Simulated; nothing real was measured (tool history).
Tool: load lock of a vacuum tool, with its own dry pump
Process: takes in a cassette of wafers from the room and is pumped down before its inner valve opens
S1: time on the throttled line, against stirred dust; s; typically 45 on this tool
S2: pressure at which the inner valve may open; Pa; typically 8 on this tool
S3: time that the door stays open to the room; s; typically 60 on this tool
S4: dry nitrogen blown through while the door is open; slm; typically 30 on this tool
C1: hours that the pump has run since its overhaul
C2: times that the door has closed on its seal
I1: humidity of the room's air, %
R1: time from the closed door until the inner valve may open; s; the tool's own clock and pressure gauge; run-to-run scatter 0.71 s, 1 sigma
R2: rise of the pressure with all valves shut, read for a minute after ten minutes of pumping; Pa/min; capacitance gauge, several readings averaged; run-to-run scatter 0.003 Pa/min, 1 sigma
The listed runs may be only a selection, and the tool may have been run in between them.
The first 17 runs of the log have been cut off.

run	hour	S1	S2	S3	S4	C1	C2	I1	R1	R2
18	4565.6	45	8	60	14	9798	40137	44.8	117.9	0.496
19	4740.3	45	8	60	30	9973	40684	43.9	118.4	0.489
20	5035.7	65	8	44	30	10268	41610	45.0	133.6	0.513
# hour 5052.7: door's seal changed, seat wiped
21	5235.2	65	8	44	30	10466	572	45.5	133.6	0.019
22	5483.9	65	8	44	30	10715	1352	45.7	133.2	0.026
23	5838.7	65	8	44	30	11070	2464	46.7	132.5	0.026
24	6119.3	65	8	68	30	11350	3343	43.8	133.4	0.038
25	6392.1	65	8	68	30	11623	4198	44.1	134.1	0.046
26	6584.6	89	9	81	44	11815	4802	45.8	149.5	0.040
27	6796.1	79	12	80	20	12027	5465	44.0	138.8	0.056
28	7126.5	79	12	41	20	12357	6500	45.9	140.2	0.047
29	7364.7	45	8	219	30	12596	7247	47.4	122.0	0.084
# hour 7623.5: dry pump taken out, an overhauled one fitted
30	7623.5	45	8	219	30	0	8039	45.9	105.3	0.088
31	7806.0	40	10	128	11	183	8612	47.4	101.7	0.094
32	7960.8	40	10	128	16	337	9097	45.8	101.7	0.088
33	8289.3	66	11	115	30	666	10127	45.3	120.4	0.082
34	8629.0	65	6	172	8	1006	11191	47.6	126.1	0.134
35	8843.0	38	6	229	8	1220	11862	44.7	106.0	0.153
36	9026.6	38	13	229	8	1403	12438	49.6	98.6	0.159
37	9393.9	42	8	166	22	1770	13589	46.7	107.5	0.129

4 options for the next run, each taken on its own from the tool as it stands now. Forecast them:
A	9755.6	23	8	199	4	2132	14723	42.6	?	?
B	9755.6	45	8	60	21	2132	14723	40.8	?	?
C	9755.6	45	10	60	30	2132	14723	43.3	?	?
D	9755.6	45	8	39	30	2132	14723	43.9	?	?

run	R1	R2
A	93.7	0.169
B	109.6	0.113
C	107.6	0.111
D	108.7	0.110
Without the tool's unlogged condition, the same runs would have read:
run	R1	R2
A	91.5	0.083
B	107.6	0.025
C	105.7	0.022
D	106.7	0.022
